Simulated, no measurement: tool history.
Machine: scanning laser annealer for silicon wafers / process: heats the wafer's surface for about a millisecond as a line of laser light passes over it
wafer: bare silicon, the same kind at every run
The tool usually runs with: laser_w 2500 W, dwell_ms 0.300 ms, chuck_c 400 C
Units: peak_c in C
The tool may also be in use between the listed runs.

{"run": 1, "day": 0.0, "laser_w": 2500, "dwell_ms": 0.3, "chuck_c": 400, "peak_c": 1191}
{"run": 2, "day": 0.45, "laser_w": 2500, "dwell_ms": 0.3, "chuck_c": 400, "peak_c": 1192}
{"run": 3, "day": 1.379, "laser_w": 2500, "dwell_ms": 0.3, "chuck_c": 400, "peak_c": 1191}
{"run": 4, "day": 1.908, "laser_w": 2500, "dwell_ms": 0.3, "chuck_c": 400, "peak_c": 1195}
{"run": 5, "day": 2.338, "laser_w": 2500, "dwell_ms": 0.3, "chuck_c": 400, "peak_c": 1190}
{"run": 6, "day": 2.896, "laser_w": 2500, "dwell_ms": 0.3, "chuck_c": 400, "peak_c": 1193}
{"run": 7, "day": 3.433, "laser_w": 2500, "dwell_ms": 0.3, "chuck_c": 400, "peak_c": 1195}
{"run": 8, "day": 3.858, "laser_w": 2735, "dwell_ms": 0.227, "chuck_c": 371, "peak_c": 1117}
{"run": 9, "day": 4.312, "laser_w": 2220, "dwell_ms": 0.3, "chuck_c": 431, "peak_c": 1129}
{"run": 10, "day": 5.033, "laser_w": 2220, "dwell_ms": 0.3, "chuck_c": 431, "peak_c": 1133}

For run 11, what comes out?
{"run": 11, "day": 5.767, "laser_w": 2500, "dwell_ms": 0.298, "chuck_c": 395, "peak_c": "?"}

{"run 11": {"peak_c": 1182}}
With no hidden state in the tool, this same run would have given peak_c 1183 C.

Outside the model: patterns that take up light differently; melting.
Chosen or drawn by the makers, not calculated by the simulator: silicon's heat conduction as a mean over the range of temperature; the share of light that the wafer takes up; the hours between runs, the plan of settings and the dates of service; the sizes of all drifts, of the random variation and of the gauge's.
